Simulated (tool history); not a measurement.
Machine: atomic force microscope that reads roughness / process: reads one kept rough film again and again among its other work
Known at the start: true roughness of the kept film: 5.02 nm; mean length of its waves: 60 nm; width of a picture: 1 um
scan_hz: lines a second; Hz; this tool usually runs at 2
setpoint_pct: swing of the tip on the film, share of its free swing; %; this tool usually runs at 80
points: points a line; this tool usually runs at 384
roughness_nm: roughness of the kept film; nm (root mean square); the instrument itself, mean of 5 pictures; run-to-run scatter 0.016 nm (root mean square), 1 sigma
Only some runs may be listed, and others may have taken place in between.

run,hour,scan_hz,setpoint_pct,points,roughness_nm
1,0,2,80,384,3.875
2,4,2,80,384,3.89
3,7.7,0.89,80,384,4.315
4,15.8,0.59,80,384,4.457
5,23.6,0.59,58,384,4.663
6,29.1,0.59,58,384,4.669
7,36.6,2,80,384,3.859
8,42,2,80,268,3.837
9,48.8,2,80,268,3.822
10,54.4,2,80,268,3.867
11,63,2,80,268,3.845
12,71.1,2,80,268,3.823
13,76.4,2,77,384,3.958
14,82.8,2,77,384,3.961
15,90.4,2,77,384,3.935
16,95.4,2,77,384,3.916
17,102.1,2,65,384,4.326
18,109.2,2,65,384,4.285
19,118.3,2,65,384,4.303
20,124.3,2,65,384,4.296
21,131.9,2,65,384,4.301
22,139.9,2,65,384,4.317
23,145,2,65,384,4.307
24,151.7,2,65,267,4.312
25,156.5,2,65,267,4.286
26,164.7,0.53,65,267,4.626
27,169,0.53,65,267,4.612
28,175,0.99,80,384,4.222
29,183.4,0.99,80,384,4.283
30,188.6,2,80,372,3.847
31,195.3,0.9,63,280,4.524
32,203,0.88,59,839,4.59
33,210.5,0.76,80,384,4.359
34,214.4,2,80,383,3.82
35,223.2,2,80,279,3.828
36,228.6,1.05,58,263,4.563
# hour 235.1: new tip fitted
37,236.7,1.03,87,479,4.056
38,243.4,1.03,87,702,4.073
39,249.7,1.03,87,702,4.059
40,254,3.28,56,426,4.362
41,260.4,0.69,65,521,4.583
42,265.8,0.69,55,521,4.664
43,269.7,0.99,68,521,4.462
44,275.8,1.92,80,384,3.878
45,284.2,1.92,80,384,3.867
46,290.3,1.53,84,367,3.867
47,294.6,1.53,84,367,3.913
48,300,1.24,72,542,4.348
49,308.5,1.24,72,542,4.324
50,314.2,1.24,72,542,4.352
51,318.5,1.24,72,256,4.332
52,322.3,1.24,72,545,4.339
53,326.3,2,56,384,4.491

4 options for the next run, each taken on its own from the tool as it stands now. Forecast them:
A,334.8,0.81,80,893,?
B,334.8,1.58,80,384,?
C,334.8,2,80,308,?
D,334.8,1.59,83,736,?

run,roughness_nm
A,4.335
B,3.99
C,3.828
D,3.904
Stripped of hidden state, with their random variation kept, the same runs would have yielded:
run,roughness_nm
A,4.342
B,3.997
C,3.834
D,3.911
